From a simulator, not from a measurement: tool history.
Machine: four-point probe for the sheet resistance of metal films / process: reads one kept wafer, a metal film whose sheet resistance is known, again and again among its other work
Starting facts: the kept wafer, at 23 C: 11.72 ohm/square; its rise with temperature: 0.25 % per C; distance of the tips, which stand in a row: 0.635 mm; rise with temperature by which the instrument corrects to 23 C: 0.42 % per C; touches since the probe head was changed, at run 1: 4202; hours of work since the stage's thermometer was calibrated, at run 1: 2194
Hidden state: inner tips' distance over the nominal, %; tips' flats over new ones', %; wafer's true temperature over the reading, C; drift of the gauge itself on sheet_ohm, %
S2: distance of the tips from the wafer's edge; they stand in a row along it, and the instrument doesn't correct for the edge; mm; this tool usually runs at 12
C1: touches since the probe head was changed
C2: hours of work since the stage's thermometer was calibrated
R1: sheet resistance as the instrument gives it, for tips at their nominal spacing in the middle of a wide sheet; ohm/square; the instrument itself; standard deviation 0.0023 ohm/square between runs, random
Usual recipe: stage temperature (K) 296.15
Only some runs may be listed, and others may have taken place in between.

Run 1, hour 0: usual settings; C1 4202; C2 2194. Result: R1 11.730417 ohm/square.
Run 2, hour 35.6: usual settings but stage temperature (K) 292.15; C1 5504; C2 2222. Result: R1 11.814521 ohm/square.
Run 3, hour 65.8: usual settings but stage temperature (K) 292.15; C1 6609; C2 2246. Result: R1 11.813053 ohm/square.
Run 4, hour 88.5: usual settings but stage temperature (K) 292.15; C1 7436; C2 2264. Result: R1 11.815896 ohm/square.
Run 5, hour 130.4: usual settings but stage temperature (K) 292.15; C1 8970; C2 2298. Result: R1 11.81654 ohm/square.
Run 6, hour 175.9: usual settings but stage temperature (K) 295.15; C1 10632; C2 2334. Result: R1 11.758122 ohm/square.
Run 7, hour 201.9: usual settings but stage temperature (K) 301.15; C1 11582; C2 2354. Result: R1 11.637505 ohm/square.
Run 8, hour 244.9: usual settings but stage temperature (K) 301.15; C1 13157; C2 2389. Result: R1 11.643449 ohm/square.
Run 9, hour 265.8: usual settings; C1 13921; C2 2405. Result: R1 11.735994 ohm/square.
Run 10, hour 304.2: usual settings; C1 15325; C2 2436. Result: R1 11.73535 ohm/square.
Run 11, hour 334: usual settings; C1 16414; C2 2459. Result: R1 11.734505 ohm/square.
Run 12, hour 357.5: usual settings; C1 17274; C2 2478. Result: R1 11.735853 ohm/square.
Run 13, hour 397.2: usual settings; C1 18725; C2 2510. Result: R1 11.734701 ohm/square.
Run 14, hour 426.6: usual settings; C1 19800; C2 2533. Result: R1 11.738452 ohm/square.
Run 15, hour 470.8: usual settings; C1 21415; C2 2568. Result: R1 11.734621 ohm/square.
Run 16, hour 512.9: usual settings; C1 22955; C2 2601. Result: R1 11.7358 ohm/square.
Run 17, hour 540.5: usual settings; C1 23963; C2 2623. Result: R1 11.740924 ohm/square.
Run 18, hour 577.3: usual settings but stage temperature (K) 297.15; C1 25311; C2 2653. Result: R1 11.721222 ohm/square.
Run 19, hour 606.6: usual settings but stage temperature (K) 297.15; C1 26380; C2 2676. Result: R1 11.718875 ohm/square.
Run 20, hour 645.1: usual settings but S2 59 mm; C1 27790; C2 2706. Result: R1 11.717969 ohm/square.
Run 21, hour 684.1: usual settings but S2 59 mm; C1 29215; C2 2737. Result: R1 11.716627 ohm/square.
Run 22, hour 728.2: usual settings but S2 59 mm; C1 30828; C2 2772. Result: R1 11.719869 ohm/square.
At hour 748.9: stage's thermometer calibrated.
Run 23, hour 748.9: usual settings but stage temperature (K) 293.15, S2 3 mm; C1 31566; C2 0. Result: R1 12.057342 ohm/square.
Run 24, hour 769.9: usual settings but stage temperature (K) 292.15, S2 15 mm; C1 32332; C2 17. Result: R1 11.811852 ohm/square.
Run 25, hour 801.6: usual settings but stage temperature (K) 292.15, S2 15 mm; C1 33492; C2 42. Result: R1 11.807195 ohm/square.
Run 26, hour 837.7: usual settings but stage temperature (K) 292.15, S2 15 mm; C1 34814; C2 71. Result: R1 11.811154 ohm/square.
Run 27, hour 869.5: usual settings but stage temperature (K) 307.15, S2 26 mm; C1 35976; C2 96. Result: R1 11.519058 ohm/square.
Run 28, hour 912.5: usual settings but stage temperature (K) 307.15, S2 8 mm; C1 37546; C2 130. Result: R1 11.559777 ohm/square.
Run 29, hour 947: usual settings but stage temperature (K) 299.15, S2 42 mm; C1 38810; C2 157. Result: R1 11.664516 ohm/square.
Run 30, hour 976: usual settings; C1 39869; C2 180. Result: R1 11.736559 ohm/square.
Run 31, hour 1012.2: usual settings but stage temperature (K) 298.15; C1 41194; C2 209. Result: R1 11.701322 ohm/square.
Run 32, hour 1038: usual settings but S2 25 mm; C1 42135; C2 230. Result: R1 11.724846 ohm/square.
Run 33, hour 1060.1: usual settings but stage temperature (K) 293.15; C1 42943; C2 247. Result: R1 11.793463 ohm/square.
Run 34, hour 1090.8: usual settings but stage temperature (K) 298.15, S2 10 mm; C1 44066; C2 271. Result: R1 11.70669 ohm/square.
Run 35, hour 1128.8: usual settings but stage temperature (K) 298.15, S2 10 mm; C1 45455; C2 302. Result: R1 11.706613 ohm/square.
Run 36, hour 1155.2: usual settings but stage temperature (K) 302.15, S2 25 mm; C1 46422; C2 323. Result: R1 11.613642 ohm/square.
Run 37, hour 1185.1: usual settings but stage temperature (K) 302.15, S2 25 mm; C1 47514; C2 346. Result: R1 11.612514 ohm/square.
Run 38, hour 1212.1: usual settings but stage temperature (K) 302.15, S2 25 mm; C1 48500; C2 368. Result: R1 11.611412 ohm/square.
Run 39, hour 1244.7: usual settings but stage temperature (K) 306.15, S2 56 mm; C1 49693; C2 394. Result: R1 11.534817 ohm/square.
Run 40, hour 1281.4: usual settings but stage temperature (K) 306.15, S2 35 mm; C1 51037; C2 423. Result: R1 11.53664 ohm/square.
Run 41, hour 1301.3: usual settings but stage temperature (K) 303.15, S2 7 mm; C1 51762; C2 439. Result: R1 11.64174 ohm/square.
Run 42, hour 1319.9: usual settings but stage temperature (K) 294.15, S2 3 mm; C1 52444; C2 453. Result: R1 12.040131 ohm/square.
Run 43, hour 1338.4: usual settings but S2 4 mm; C1 53118; C2 468. Result: R1 11.874681 ohm/square.
Run 44, hour 1372.1: usual settings but stage temperature (K) 293.15, S2 5 mm; C1 54352; C2 495. Result: R1 11.880531 ohm/square.

Forecast each of these 5 alternatives for the next run:
Run A, hour 1414.2: usual settings but stage temperature (K) 293.15, S2 28 mm; C1 55891; C2 528. Result: R1 ?.
Run B, hour 1414.2: usual settings but stage temperature (K) 303.15, S2 39 mm; C1 55891; C2 528. Result: R1 ?.
Run C, hour 1414.2: usual settings; C1 55891; C2 528. Result: R1 ?.
Run D, hour 1414.2: usual settings but stage temperature (K) 299.15, S2 5 mm; C1 55891; C2 528. Result: R1 ?.
Run E, hour 1414.2: usual settings but stage temperature (K) 300.15, S2 21 mm; C1 55891; C2 528. Result: R1 ?.

run         R1
  A  11.780259
  B  11.589913
  C  11.737585
  D  11.764005
  E  11.649134
Had the tool no hidden state, the same runs would have come out as:
run         R1
  A  11.780161
  B  11.589816
  C  11.737488
  D  11.763907
  E  11.649037
